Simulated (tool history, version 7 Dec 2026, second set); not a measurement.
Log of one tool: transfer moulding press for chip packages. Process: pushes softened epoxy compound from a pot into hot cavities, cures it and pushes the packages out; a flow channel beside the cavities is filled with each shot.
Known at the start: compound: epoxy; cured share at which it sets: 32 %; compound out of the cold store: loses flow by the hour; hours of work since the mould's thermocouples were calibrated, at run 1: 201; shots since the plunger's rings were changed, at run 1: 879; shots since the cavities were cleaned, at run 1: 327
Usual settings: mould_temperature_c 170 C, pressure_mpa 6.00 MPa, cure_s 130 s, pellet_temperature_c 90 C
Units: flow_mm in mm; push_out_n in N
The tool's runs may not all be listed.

| run | hour | mould_temperature_c | pressure_mpa | cure_s | pellet_temperature_c | hours of work since the mould's thermocouples were calibrated | shots since the plunger's rings were changed | shots since the cavities were cleaned | incoming compound's hours out of the cold store | flow_mm | push_out_n |
|---|---|---|---|---|---|---|---|---|---|---|---|
| 1 | 0.0 | 170 | 6.00 | 130 | 90 | 201 | 879 | 327 | 10.6 | 755 | 316 |
| 2 | 19.9 | 170 | 6.20 | 130 | 90 | 212 | 1032 | 480 | 15.4 | 750 | 335 |
| 3 | 37.6 | 170 | 6.20 | 130 | 90 | 221 | 1168 | 616 | 40.5 | 672 | 354 |
| 4 | 50.3 | 170 | 5.27 | 130 | 90 | 228 | 1266 | 714 | 34.5 | 639 | 360 |
| 5 | 68.9 | 170 | 5.27 | 130 | 90 | 239 | 1410 | 858 | 46.0 | 617 | 378 |
| 6 | 97.9 | 170 | 5.27 | 130 | 90 | 255 | 1633 | 1081 | 41.5 | 617 | 394 |
|  | 103.7 | cavities cleaned with cleaning compound and waxed |
| 7 | 114.0 | 170 | 5.83 | 130 | 90 | 263 | 1746 | 79 | 32.0 | 672 | 247 |
| 8 | 127.7 | 170 | 6.00 | 130 | 83 | 270 | 1852 | 185 | 19.9 | 714 | 281 |
| 9 | 145.8 | 170 | 6.00 | 130 | 83 | 280 | 1991 | 324 | 28.7 | 701 | 301 |
| 10 | 167.0 | 170 | 6.64 | 130 | 90 | 292 | 2155 | 488 | 19.9 | 748 | 346 |
| 11 | 181.3 | 170 | 6.64 | 130 | 90 | 300 | 2265 | 598 | 34.1 | 713 | 350 |
| 12 | 199.8 | 170 | 6.64 | 130 | 90 | 310 | 2407 | 740 | 41.5 | 684 | 368 |
| 13 | 219.5 | 170 | 6.64 | 130 | 90 | 321 | 2559 | 892 | 9.0 | 782 | 419 |
| 14 | 243.8 | 170 | 6.64 | 130 | 90 | 335 | 2747 | 1080 | 18.0 | 753 | 432 |
|  | 248.8 | cavities cleaned with cleaning compound and waxed |
| 15 | 259.4 | 170 | 6.64 | 130 | 90 | 342 | 2855 | 82 | 39.7 | 686 | 259 |
| 16 | 272.2 | 170 | 6.64 | 162 | 90 | 349 | 2954 | 181 | 33.5 | 708 | 232 |
| 17 | 292.7 | 170 | 6.64 | 162 | 90 | 361 | 3112 | 339 | 11.9 | 769 | 260 |
| 18 | 306.8 | 169 | 5.10 | 130 | 90 | 369 | 3221 | 448 | 31.1 | 633 | 352 |
| 19 | 335.8 | 163 | 5.87 | 122 | 90 | 385 | 3445 | 672 | 29.0 | 695 | 673 |
| 20 | 358.6 | 167 | 4.60 | 130 | 90 | 397 | 3620 | 847 | 38.5 | 582 | 476 |
| 21 | 382.2 | 167 | 4.60 | 130 | 90 | 410 | 3802 | 1029 | 15.4 | 628 | 506 |
|  | 394.2 | cavities cleaned with cleaning compound and waxed |
| 22 | 406.8 | 175 | 4.92 | 115 | 96 | 423 | 3980 | 97 | 35.2 | 588 | 244 |
| 23 | 426.9 | 175 | 6.01 | 115 | 81 | 434 | 4135 | 252 | 27.0 | 656 | 289 |
|  | 435.6 | plunger's sealing rings changed |
| 24 | 450.5 | 165 | 6.90 | 130 | 90 | 446 | 115 | 415 | 23.1 | 797 | 487 |
| 25 | 478.7 | 165 | 7.09 | 130 | 96 | 462 | 332 | 632 | 24.2 | 809 | 529 |
| 26 | 503.9 | 165 | 7.14 | 163 | 90 | 475 | 526 | 826 | 11.2 | 852 | 401 |
| 27 | 531.1 | 172 | 6.34 | 140 | 98 | 490 | 736 | 1036 | 40.7 | 687 | 364 |
|  | 543.4 | cavities cleaned with cleaning compound and waxed |
| 28 | 553.6 | 172 | 6.34 | 140 | 98 | 502 | 898 | 79 | 31.5 | 709 | 222 |
| 29 | 569.5 | 172 | 6.34 | 140 | 98 | 511 | 1021 | 202 | 13.3 | 757 | 246 |

3 ways to go on from here, each from the tool as it stands after run 29. What would each give?
| A | 597.3 | 166 | 4.68 | 145 | 90 | 526 | 1235 | 416 | 14.1 | ? | ? |
| B | 597.3 | 170 | 5.40 | 145 | 90 | 526 | 1235 | 416 | 36.8 | ? | ? |
| C | 597.3 | 170 | 6.31 | 130 | 90 | 526 | 1235 | 416 | 28.0 | ? | ? |

| run | flow_mm | push_out_n |
|---|---|---|
| A | 680 | 389 |
| B | 645 | 294 |
| C | 726 | 334 |
Without the tool's hidden state the same runs would have given:
| run | flow_mm | push_out_n |
|---|---|---|
| A | 688 | 255 |
| B | 653 | 198 |
| C | 734 | 219 |

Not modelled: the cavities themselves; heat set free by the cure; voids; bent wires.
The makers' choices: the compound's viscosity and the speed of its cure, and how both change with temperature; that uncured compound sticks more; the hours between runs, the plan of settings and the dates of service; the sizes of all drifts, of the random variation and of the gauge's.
